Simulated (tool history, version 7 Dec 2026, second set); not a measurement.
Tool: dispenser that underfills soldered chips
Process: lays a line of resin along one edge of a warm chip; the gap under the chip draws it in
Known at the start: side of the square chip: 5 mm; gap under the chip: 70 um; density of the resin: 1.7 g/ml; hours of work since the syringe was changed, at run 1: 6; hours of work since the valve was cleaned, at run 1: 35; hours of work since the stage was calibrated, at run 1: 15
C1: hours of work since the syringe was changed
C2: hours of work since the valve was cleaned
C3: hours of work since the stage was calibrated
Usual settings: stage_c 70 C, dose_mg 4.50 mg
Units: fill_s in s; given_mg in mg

Run 1, hour 0.0: usual settings; C1 6; C2 35; C3 15. Result: fill_s 13.9 s, given_mg 4.47 mg.
At hour 2.5: new syringe of resin.
Run 2, hour 8.0: usual settings; C1 3; C2 40; C3 20. Result: fill_s 11.5 s, given_mg 4.44 mg.
At hour 14.1: new syringe of resin.
Run 3, hour 19.1: usual settings; C1 3; C2 47; C3 27. Result: fill_s 11.4 s, given_mg 4.43 mg.
At hour 25.8: new syringe of resin.
Run 4, hour 26.1: usual settings; C1 0; C2 51; C3 31. Result: fill_s 9.4 s, given_mg 4.43 mg.
Run 5, hour 36.0: usual settings; C1 6; C2 57; C3 37. Result: fill_s 15.0 s, given_mg 4.44 mg.
At hour 37.8: new syringe of resin.
Run 6, hour 43.9: usual settings; C1 4; C2 62; C3 42. Result: fill_s 11.2 s, given_mg 4.41 mg.
At hour 49.7: new syringe of resin.
Run 7, hour 52.5: usual settings but stage_c 60 C; C1 2; C2 67; C3 47. Result: fill_s 17.2 s, given_mg 4.35 mg.
At hour 61.7: new syringe of resin.
Run 8, hour 61.7: usual settings but stage_c 69 C; C1 0; C2 73; C3 52. Result: fill_s 10.1 s, given_mg 4.37 mg.
Run 9, hour 66.8: usual settings but stage_c 69 C; C1 3; C2 76; C3 55. Result: fill_s 12.4 s, given_mg 4.38 mg.
Run 10, hour 72.5: usual settings but stage_c 69 C, dose_mg 4.90 mg; C1 7; C2 79; C3 59. Result: fill_s 16.2 s, given_mg 4.71 mg.
At hour 73.8: new syringe of resin.
Run 11, hour 77.8: usual settings but stage_c 65 C, dose_mg 4.90 mg; C1 3; C2 82; C3 62. Result: fill_s 14.1 s, given_mg 4.74 mg.
At hour 83.9: dispensing valve cleaned and set on the balance.
Run 12, hour 85.7: usual settings but stage_c 65 C, dose_mg 4.90 mg; C1 7; C2 1; C3 66. Result: fill_s 18.7 s, given_mg 4.95 mg.
At hour 86.5: new syringe of resin.
Run 13, hour 94.1: usual settings but stage_c 65 C, dose_mg 4.90 mg; C1 5; C2 6; C3 71. Result: fill_s 16.3 s, given_mg 4.90 mg.
At hour 98.2: new syringe of resin.
Run 14, hour 102.1: usual settings but stage_c 65 C, dose_mg 4.90 mg; C1 2; C2 11; C3 76. Result: fill_s 14.1 s, given_mg 4.87 mg.
At hour 109.8: new syringe of resin.
Run 15, hour 113.2: usual settings but stage_c 65 C, dose_mg 4.90 mg; C1 2; C2 18; C3 83. Result: fill_s 14.6 s, given_mg 4.86 mg.
At hour 121.6: new syringe of resin.
Run 16, hour 123.2: usual settings but stage_c 65 C, dose_mg 4.90 mg; C1 1; C2 24; C3 89. Result: fill_s 12.1 s, given_mg 4.87 mg.
Run 17, hour 128.4: usual settings but stage_c 65 C, dose_mg 4.90 mg; C1 4; C2 27; C3 92. Result: fill_s 15.6 s, given_mg 4.86 mg.

Run 18 comes next. What will it give?
At hour 133.1: new syringe of resin.
Run 18, hour 137.2: usual settings but stage_c 75 C, dose_mg 4.22 mg; C1 3; C2 32; C3 97. Result: fill_s ?, given_mg ?.

{"run 18": {"fill_s": 8.9, "given_mg": 4.18}}
Without the tool's hidden state the same run would have given fill_s 7.1 s, given_mg 4.22 mg.
